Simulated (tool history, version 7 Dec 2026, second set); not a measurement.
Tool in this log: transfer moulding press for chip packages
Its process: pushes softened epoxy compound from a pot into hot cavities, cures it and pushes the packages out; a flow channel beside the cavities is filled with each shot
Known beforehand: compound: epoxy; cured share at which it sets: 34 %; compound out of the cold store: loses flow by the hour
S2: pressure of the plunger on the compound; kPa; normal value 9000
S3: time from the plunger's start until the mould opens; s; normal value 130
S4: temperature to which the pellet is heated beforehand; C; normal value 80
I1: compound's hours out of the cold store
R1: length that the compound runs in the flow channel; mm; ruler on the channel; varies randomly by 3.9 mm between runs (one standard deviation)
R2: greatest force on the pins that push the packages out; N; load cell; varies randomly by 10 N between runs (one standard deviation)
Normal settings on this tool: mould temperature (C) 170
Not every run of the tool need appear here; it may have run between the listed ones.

Run 1, day 0.000: usual settings; I1 22.1. Result: R1 892 mm, R2 541 N.
Run 2, day 0.912: usual settings; I1 8.2. Result: R1 939 mm, R2 605 N.
Run 3, day 1.804: usual settings; I1 35.2. Result: R1 835 mm, R2 673 N.
Run 4, day 2.758: usual settings but S2 6830 kPa; I1 31.5. Result: R1 737 mm, R2 694 N.
At day 3.296: cavities cleaned with cleaning compound and waxed.
Run 5, day 3.638: usual settings but S3 123 s; I1 12.2. Result: R1 915 mm, R2 570 N.
Run 6, day 4.742: usual settings but S3 123 s; I1 40.9. Result: R1 802 mm, R2 610 N.
Run 7, day 5.329: usual settings but mould temperature (C) 164; I1 22.9. Result: R1 895 mm, R2 823 N.
Run 8, day 5.812: usual settings but mould temperature (C) 164; I1 47.1. Result: R1 801 mm, R2 808 N.
At day 6.975: cavities cleaned with cleaning compound and waxed.
Run 9, day 6.975: usual settings but mould temperature (C) 164; I1 31.0. Result: R1 857 mm, R2 608 N.
Run 10, day 7.762: usual settings but mould temperature (C) 164; I1 35.0. Result: R1 832 mm, R2 704 N.
Run 11, day 8.896: usual settings; I1 18.8. Result: R1 872 mm, R2 643 N.
Run 12, day 9.625: usual settings but mould temperature (C) 175; I1 13.6. Result: R1 864 mm, R2 616 N.
Run 13, day 10.558: usual settings; I1 31.7. Result: R1 814 mm, R2 709 N.
At day 10.721: cavities cleaned with cleaning compound and waxed.
At day 11.217: mould's thermocouples calibrated.
Run 14, day 11.721: usual settings; I1 22.2. Result: R1 840 mm, R2 544 N.
Run 15, day 12.396: usual settings but mould temperature (C) 173, S3 127 s, S4 84 C; I1 17.0. Result: R1 851 mm, R2 592 N.
Run 16, day 12.983: usual settings but mould temperature (C) 166, S2 7090 kPa, S4 90 C; I1 39.0. Result: R1 706 mm, R2 719 N.
Run 17, day 13.621: usual settings but mould temperature (C) 166, S2 7090 kPa, S4 90 C; I1 45.3. Result: R1 686 mm, R2 743 N.
At day 14.488: cavities cleaned with cleaning compound and waxed.
Run 18, day 14.488: usual settings but mould temperature (C) 166, S2 7090 kPa, S4 90 C; I1 39.8. Result: R1 696 mm, R2 539 N.
Run 19, day 15.238: usual settings but mould temperature (C) 166, S2 7090 kPa, S4 90 C; I1 14.7. Result: R1 777 mm, R2 640 N.
At day 15.783: plunger's sealing rings changed.
At day 15.954: mould's thermocouples calibrated, once more.
Run 20, day 16.071: usual settings but mould temperature (C) 166, S2 7090 kPa, S4 90 C; I1 39.2. Result: R1 769 mm, R2 690 N.
Run 21, day 16.683: usual settings but mould temperature (C) 167, S2 7420 kPa, S3 135 s, S4 81 C; I1 10.2. Result: R1 898 mm, R2 713 N.
Run 22, day 17.171: usual settings but S2 10630 kPa, S3 155 s; I1 24.8. Result: R1 986 mm, R2 637 N.
Run 23, day 17.912: usual settings but S2 8210 kPa, S3 135 s, S4 86 C; I1 44.9. Result: R1 792 mm, R2 703 N.
At day 18.417: cavities cleaned with cleaning compound and waxed.
Run 24, day 18.579: usual settings but S2 8210 kPa, S3 135 s, S4 86 C; I1 11.5. Result: R1 910 mm, R2 486 N.
Run 25, day 19.308: usual settings but mould temperature (C) 167; I1 20.5. Result: R1 923 mm, R2 642 N.
Run 26, day 20.204: usual settings but S3 141 s, S4 76 C; I1 10.9. Result: R1 959 mm, R2 616 N.
Run 27, day 20.775: usual settings but mould temperature (C) 166, S2 8260 kPa, S3 170 s, S4 82 C; I1 24.0. Result: R1 877 mm, R2 624 N.
Run 28, day 21.300: usual settings but mould temperature (C) 166, S2 8260 kPa, S3 170 s, S4 82 C; I1 12.2. Result: R1 924 mm, R2 637 N.

Alternative continuations, all from the tool just after run 28; predict every row:
At day 22.112: cavities cleaned with cleaning compound and waxed.
Run A, day 22.304: usual settings but mould temperature (C) 173, S2 8820 kPa, S3 170 s, S4 82 C; I1 17.5. Result: R1 ?, R2 ?.
At day 22.112: cavities cleaned with cleaning compound and waxed.
Run B, day 22.304: usual settings but S4 89 C; I1 18.2. Result: R1 ?, R2 ?.
At day 22.112: cavities cleaned with cleaning compound and waxed.
Run C, day 22.304: usual settings but mould temperature (C) 166, S2 9840 kPa, S3 127 s, S4 73 C; I1 26.1. Result: R1 ?, R2 ?.

run   R1   R2
  A  899  464
  B  912  501
  C  939  613
Without the tool's hidden state the same runs would have given:
run   R1   R2
  A  923  442
  B  937  481
  C  965  596

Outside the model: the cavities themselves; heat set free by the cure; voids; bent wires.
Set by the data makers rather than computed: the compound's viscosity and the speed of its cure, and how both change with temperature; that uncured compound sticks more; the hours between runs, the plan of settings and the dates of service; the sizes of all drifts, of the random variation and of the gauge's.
